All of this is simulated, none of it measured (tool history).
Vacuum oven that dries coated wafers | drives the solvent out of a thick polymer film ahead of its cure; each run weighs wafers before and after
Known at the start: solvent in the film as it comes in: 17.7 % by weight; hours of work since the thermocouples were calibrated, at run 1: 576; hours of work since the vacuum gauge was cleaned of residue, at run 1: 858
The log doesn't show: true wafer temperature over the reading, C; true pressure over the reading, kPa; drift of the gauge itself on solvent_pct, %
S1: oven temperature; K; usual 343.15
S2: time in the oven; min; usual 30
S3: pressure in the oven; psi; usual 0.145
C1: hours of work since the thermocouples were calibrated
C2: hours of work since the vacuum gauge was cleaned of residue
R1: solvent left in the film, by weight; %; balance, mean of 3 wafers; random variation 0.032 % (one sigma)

| run | hour | S1 | S2 | S3 | C1 | C2 | R1 |
|---|---|---|---|---|---|---|---|
| 1 | 0.0 | 343.15 | 30 | 0.145 | 576 | 858 | 1.88 |
| 2 | 94.1 | 343.15 | 31 | 0.145 | 621 | 903 | 1.83 |
| 3 | 155.6 | 343.15 | 25 | 0.145 | 650 | 932 | 2.52 |
| 4 | 233.8 | 343.15 | 25 | 0.145 | 687 | 970 | 2.58 |
| 5 | 310.0 | 343.15 | 25 | 0.145 | 724 | 1006 | 2.56 |
| 6 | 387.5 | 343.15 | 15 | 0.145 | 760 | 1043 | 4.99 |
| 7 | 482.8 | 343.15 | 15 | 0.145 | 806 | 1088 | 4.93 |
| 8 | 538.3 | 343.15 | 15 | 0.145 | 832 | 1114 | 5.03 |
| 9 | 630.1 | 343.15 | 15 | 0.145 | 876 | 1158 | 5.03 |
| 10 | 733.5 | 343.15 | 30 | 0.145 | 925 | 1207 | 2.05 |
| 11 | 792.6 | 343.15 | 23 | 0.145 | 953 | 1235 | 2.99 |
| 12 | 896.2 | 343.15 | 23 | 0.145 | 1002 | 1284 | 3.08 |
|  | 906.0 | vacuum gauge cleaned of residue and calibrated |
| 13 | 988.3 | 343.15 | 30 | 0.145 | 1045 | 39 | 2.05 |
| 14 | 1078.7 | 343.15 | 30 | 0.145 | 1088 | 82 | 2.08 |
| 15 | 1188.6 | 337.15 | 21 | 0.145 | 1141 | 134 | 4.91 |
| 16 | 1247.3 | 337.15 | 21 | 0.145 | 1169 | 162 | 4.90 |
| 17 | 1296.9 | 343.15 | 30 | 0.113 | 1192 | 186 | 1.98 |
|  | 1393.0 | vacuum gauge cleaned of residue and calibrated, once more |
| 18 | 1398.3 | 343.15 | 30 | 0.113 | 1240 | 3 | 1.94 |
| 19 | 1499.8 | 343.15 | 30 | 0.113 | 1288 | 51 | 1.96 |
| 20 | 1597.3 | 343.15 | 30 | 0.113 | 1334 | 97 | 1.96 |
| 21 | 1649.1 | 343.15 | 46 | 0.113 | 1359 | 122 | 0.87 |
| 22 | 1717.5 | 335.15 | 36 | 0.107 | 1391 | 154 | 2.80 |
| 23 | 1801.2 | 336.15 | 21 | 0.107 | 1431 | 194 | 5.15 |
| 24 | 1868.5 | 336.15 | 21 | 0.107 | 1463 | 226 | 5.17 |
| 25 | 1928.1 | 343.15 | 30 | 0.081 | 1492 | 254 | 1.94 |

5 ways to go on from here, each from the tool as it stands after run 25. What would each give?
| A | 1985.4 | 343.15 | 30 | 0.077 | 1519 | 282 | ? |
| B | 1985.4 | 342.15 | 30 | 0.081 | 1519 | 282 | ? |
| C | 1985.4 | 356.15 | 42 | 0.322 | 1519 | 282 | ? |
| D | 1985.4 | 355.15 | 30 | 0.144 | 1519 | 282 | ? |
| E | 1985.4 | 332.15 | 24 | 0.268 | 1519 | 282 | ? |

| run | R1 |
|---|---|
| A | 1.94 |
| B | 2.16 |
| C | 0.77 |
| D | 0.68 |
| E | 6.13 |
Without the tool's hidden state the same runs would have given:
| run | R1 |
|---|---|
| A | 1.54 |
| B | 1.73 |
| C | 0.67 |
| D | 0.51 |
| E | 5.44 |
